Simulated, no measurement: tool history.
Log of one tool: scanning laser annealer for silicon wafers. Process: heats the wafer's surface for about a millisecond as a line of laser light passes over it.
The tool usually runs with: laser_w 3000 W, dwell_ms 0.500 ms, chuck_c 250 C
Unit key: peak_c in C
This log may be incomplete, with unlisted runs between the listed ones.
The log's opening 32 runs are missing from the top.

run   hour  laser_w  dwell_ms  chuck_c  peak_c
     369.8  -- window over the wafer cleaned
 33  383.6     2676     0.530      250     927
 34  391.5     3162     0.500      223    1021
 35  398.4     3162     0.500      223    1020
 36  413.1     2624     0.373      223     795
 37  428.9     2624     0.373      223     793
 38  443.3     2624     0.373      223     795
 39  459.0     2740     0.531      223     919
 40  470.9     2713     0.546      277     972
 41  483.6     2958     0.546      265    1033

Below are 4 alternative next runs, each starting from the tool's condition after run 41. Predict each:
  A  499.2     2958     0.608      215       ?
  B  499.2     2578     0.440      279       ?
  C  499.2     3000     0.587      250       ?
  D  499.2     2928     0.546      265       ?

run  peak_c
  A    1021
  B     874
  C    1056
  D    1023
With no hidden state in the tool, these same runs would have given:
run  peak_c
  A    1022
  B     874
  C    1057
  D    1024

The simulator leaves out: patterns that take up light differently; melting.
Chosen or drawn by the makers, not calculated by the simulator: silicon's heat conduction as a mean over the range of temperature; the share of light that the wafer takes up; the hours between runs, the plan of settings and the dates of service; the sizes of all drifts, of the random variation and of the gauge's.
